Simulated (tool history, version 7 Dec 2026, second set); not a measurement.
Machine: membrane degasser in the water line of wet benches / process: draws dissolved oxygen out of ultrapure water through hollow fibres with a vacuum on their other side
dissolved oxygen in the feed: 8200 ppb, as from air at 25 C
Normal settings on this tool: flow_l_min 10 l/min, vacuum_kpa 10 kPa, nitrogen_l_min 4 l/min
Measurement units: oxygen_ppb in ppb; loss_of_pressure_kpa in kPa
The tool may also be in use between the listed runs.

run,hour,flow_l_min,vacuum_kpa,nitrogen_l_min,oxygen_ppb,loss_of_pressure_kpa
1,0,10,10,4,337.7,33.66
2,93.2,10,13.1,4,357.6,33.66
3,193.9,10,13.1,4,357.7,33.77
4,284,10,13.1,4,359.1,33.71
5,416.7,10,13.1,4,363.6,33.81
6,484.5,10,10,4,338.6,33.68
7,589.1,10,24.4,4,425.7,33.92
8,683.9,10,10,4,347.6,33.72
9,772.8,10,10,4,340,33.81
10,852.1,10,10,4,342.2,33.81
11,928.2,10,10,4,343.6,34.03
12,1028.3,10,7,4,328.7,33.72
13,1086.6,10,7,4,326.3,33.5
14,1143.3,10,20.9,4,399.9,33.61
# hour 1151.1: vacuum gauge calibrated
15,1270.6,10,10,5.33,332.4,33.57
16,1382.2,10,10,5.33,336.5,33.98
17,1437.2,14,19.4,4,730.5,47.13
# hour 1519.2: vacuum gauge calibrated, once more
18,1534.1,14,19.4,4,726.9,47.17
19,1631.9,14,19.4,4,739.6,47.29
20,1729.8,14,15.8,4.24,689.4,47.42
21,1834.7,6,17.8,3.29,142.9,20.37
22,1938.6,6,17.8,3.29,140.8,20.53
23,2029.2,6,17.8,3.29,143.3,20.52
24,2152.4,9,17.8,3.29,338.2,30.71
25,2281.7,10,8.4,4,333.3,34.09
26,2375.6,14,10,8.44,640.4,47.48
27,2491.8,6,19.3,6.3,114.6,20.47
28,2580.8,10,18.7,4,404.7,33.99
29,2710,10,16.4,2.68,426.3,33.62

What if the next run were any one of these 5? Each begins from the tool's condition after run 29:
A,2784.4,8,24.5,5.12,?,?
B,2784.4,11,19.3,4,?,?
C,2784.4,7,8.4,5.25,?,?
D,2784.4,11,10,4,?,?
E,2784.4,7,10,4.22,?,?

run,oxygen_ppb,loss_of_pressure_kpa
A,261.7,27.42
B,486.6,37.38
C,141.7,23.63
D,428,37.1
E,147.9,23.92
Without the tool's hidden state the same runs would have given:
run,oxygen_ppb,loss_of_pressure_kpa
A,244.1,26.9
B,460.1,36.65
C,130.6,23.17
D,403.7,36.37
E,136.5,23.46
